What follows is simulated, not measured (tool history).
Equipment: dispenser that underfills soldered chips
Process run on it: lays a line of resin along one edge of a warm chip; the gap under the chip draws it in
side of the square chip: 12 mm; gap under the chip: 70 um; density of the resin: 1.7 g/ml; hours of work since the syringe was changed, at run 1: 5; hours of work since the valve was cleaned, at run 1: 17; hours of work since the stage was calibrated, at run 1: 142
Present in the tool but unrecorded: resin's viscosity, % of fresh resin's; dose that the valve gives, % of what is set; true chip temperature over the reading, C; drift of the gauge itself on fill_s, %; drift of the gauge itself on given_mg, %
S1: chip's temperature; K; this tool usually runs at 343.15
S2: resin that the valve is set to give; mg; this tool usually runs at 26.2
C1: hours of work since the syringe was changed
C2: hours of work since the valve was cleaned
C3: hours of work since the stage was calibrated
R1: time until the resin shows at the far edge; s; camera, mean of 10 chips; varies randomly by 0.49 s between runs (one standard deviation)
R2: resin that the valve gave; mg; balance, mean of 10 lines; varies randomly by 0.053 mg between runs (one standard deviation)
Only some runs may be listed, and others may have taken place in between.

{"run": 1, "hour": 0.0, "S1": 343.15, "S2": 26.2, "C1": 5, "C2": 17, "C3": 142, "R1": 47.6, "R2": 25.98}
{"run": 2, "hour": 2.5, "S1": 344.15, "S2": 26.2, "C1": 7, "C2": 18, "C3": 144, "R1": 50.1, "R2": 26.09}
{"hour": 5.1, "done": "new syringe of resin"}
{"run": 3, "hour": 5.1, "S1": 344.15, "S2": 26.2, "C1": 0, "C2": 20, "C3": 145, "R1": 37.3, "R2": 26.03}
{"run": 4, "hour": 8.0, "S1": 353.15, "S2": 26.2, "C1": 2, "C2": 22, "C3": 147, "R1": 30, "R2": 25.99}
{"run": 5, "hour": 10.7, "S1": 353.15, "S2": 26.2, "C1": 4, "C2": 24, "C3": 149, "R1": 32.8, "R2": 26.09}
{"run": 6, "hour": 15.4, "S1": 353.15, "S2": 26.2, "C1": 7, "C2": 27, "C3": 152, "R1": 37.6, "R2": 25.91}
{"hour": 17.2, "done": "new syringe of resin"}
{"run": 7, "hour": 19.1, "S1": 343.15, "S2": 33, "C1": 1, "C2": 29, "C3": 154, "R1": 39.8, "R2": 32.54}
{"run": 8, "hour": 22.6, "S1": 343.15, "S2": 31.1, "C1": 4, "C2": 31, "C3": 157, "R1": 43.6, "R2": 30.66}
{"run": 9, "hour": 25.1, "S1": 343.15, "S2": 26.2, "C1": 5, "C2": 33, "C3": 159, "R1": 48.1, "R2": 25.79}
{"hour": 29.3, "done": "new syringe of resin"}
{"run": 10, "hour": 30.5, "S1": 343.15, "S2": 26.2, "C1": 1, "C2": 37, "C3": 162, "R1": 39.2, "R2": 25.74}
{"run": 11, "hour": 34.2, "S1": 343.15, "S2": 26.2, "C1": 3, "C2": 39, "C3": 164, "R1": 43.9, "R2": 25.8}
{"run": 12, "hour": 38.8, "S1": 343.15, "S2": 26.2, "C1": 6, "C2": 42, "C3": 168, "R1": 49.7, "R2": 25.68}
{"hour": 41.5, "done": "new syringe of resin"}
{"run": 13, "hour": 42.0, "S1": 343.15, "S2": 26.2, "C1": 0, "C2": 44, "C3": 170, "R1": 38.8, "R2": 25.67}
{"run": 14, "hour": 46.1, "S1": 343.15, "S2": 26.2, "C1": 3, "C2": 47, "C3": 172, "R1": 44.8, "R2": 25.66}
{"hour": 49.3, "done": "dispensing valve cleaned and set on the balance"}
{"run": 15, "hour": 50.3, "S1": 357.15, "S2": 26.2, "C1": 5, "C2": 1, "C3": 174, "R1": 31.7, "R2": 26.24}
{"hour": 54.6, "done": "new syringe of resin"}
{"run": 16, "hour": 55.1, "S1": 343.15, "S2": 26.2, "C1": 0, "C2": 4, "C3": 177, "R1": 38.5, "R2": 26.06}
{"run": 17, "hour": 59.1, "S1": 354.15, "S2": 22.9, "C1": 3, "C2": 6, "C3": 180, "R1": 31.5, "R2": 22.85}
{"run": 18, "hour": 61.9, "S1": 328.15, "S2": 26.2, "C1": 5, "C2": 8, "C3": 182, "R1": 79.1, "R2": 26.12}
{"hour": 67.0, "done": "new syringe of resin"}
{"run": 19, "hour": 67.7, "S1": 328.15, "S2": 32.1, "C1": 0, "C2": 12, "C3": 186, "R1": 64.6, "R2": 31.86}
{"run": 20, "hour": 70.9, "S1": 328.15, "S2": 32.1, "C1": 3, "C2": 14, "C3": 188, "R1": 72.3, "R2": 31.88}
{"run": 21, "hour": 75.0, "S1": 328.15, "S2": 32.1, "C1": 5, "C2": 17, "C3": 191, "R1": 81.6, "R2": 31.82}
{"run": 22, "hour": 77.6, "S1": 328.15, "S2": 32.1, "C1": 7, "C2": 19, "C3": 192, "R1": 85.5, "R2": 31.87}
{"hour": 79.2, "done": "new syringe of resin"}
{"run": 23, "hour": 83.3, "S1": 351.15, "S2": 22.3, "C1": 3, "C2": 22, "C3": 196, "R1": 35.6, "R2": 22.07}
{"run": 24, "hour": 88.2, "S1": 341.15, "S2": 33.8, "C1": 6, "C2": 26, "C3": 199, "R1": 52.8, "R2": 33.42}
{"hour": 91.5, "done": "new syringe of resin"}
{"run": 25, "hour": 92.9, "S1": 339.15, "S2": 29.9, "C1": 1, "C2": 29, "C3": 202, "R1": 44.3, "R2": 29.44}
{"run": 26, "hour": 95.6, "S1": 340.15, "S2": 29.9, "C1": 3, "C2": 30, "C3": 204, "R1": 46.2, "R2": 29.43}
{"run": 27, "hour": 98.4, "S1": 329.15, "S2": 26.4, "C1": 5, "C2": 32, "C3": 206, "R1": 75.5, "R2": 26.09}
{"run": 28, "hour": 101.3, "S1": 329.15, "S2": 26.4, "C1": 7, "C2": 34, "C3": 208, "R1": 81.4, "R2": 25.99}
{"hour": 103.9, "done": "new syringe of resin"}
{"run": 29, "hour": 105.8, "S1": 331.15, "S2": 32.6, "C1": 1, "C2": 37, "C3": 211, "R1": 60.6, "R2": 32.16}
{"run": 30, "hour": 108.3, "S1": 349.15, "S2": 32.8, "C1": 3, "C2": 39, "C3": 213, "R1": 35.3, "R2": 32.24}
{"run": 31, "hour": 111.6, "S1": 345.15, "S2": 31.9, "C1": 5, "C2": 41, "C3": 215, "R1": 44.3, "R2": 31.19}
{"hour": 115.9, "done": "new syringe of resin"}
{"run": 32, "hour": 117.0, "S1": 329.15, "S2": 24.6, "C1": 1, "C2": 44, "C3": 218, "R1": 63.2, "R2": 24.09}

Results per run with the tool's hidden condition removed, run-to-run variation unchanged:
run=1 R1=39.4 R2=26.15
run=2 R1=38.7 R2=26.27
run=3 R1=38.2 R2=26.23
run=4 R1=28.3 R2=26.21
run=5 R1=28.7 R2=26.33
run=6 R1=28.5 R2=26.19
run=7 R1=38.2 R2=32.93
run=8 R1=37.8 R2=31.06
run=9 R1=38.7 R2=26.15
run=10 R1=38.7 R2=26.14
run=11 R1=38.9 R2=26.23
run=12 R1=38.5 R2=26.15
run=13 R1=38.3 R2=26.16
run=14 R1=39.3 R2=26.19
run=15 R1=25.5 R2=26.25
run=16 R1=38.9 R2=26.1
run=17 R1=28.3 R2=22.91
run=18 R1=65.7 R2=26.22
run=19 R1=64.3 R2=32.04
run=20 R1=65.6 R2=32.08
run=21 R1=65.8 R2=32.06
run=22 R1=64 R2=32.13
run=23 R1=31.8 R2=22.29
run=24 R1=41 R2=33.79
run=25 R1=43.6 R2=29.8
run=26 R1=42.1 R2=29.82
run=27 R1=63.4 R2=26.45
run=28 R1=63 R2=26.38
run=29 R1=58.1 R2=32.67
run=30 R1=31.4 R2=32.79
run=31 R1=36 R2=31.75
run=32 R1=63.2 R2=24.55
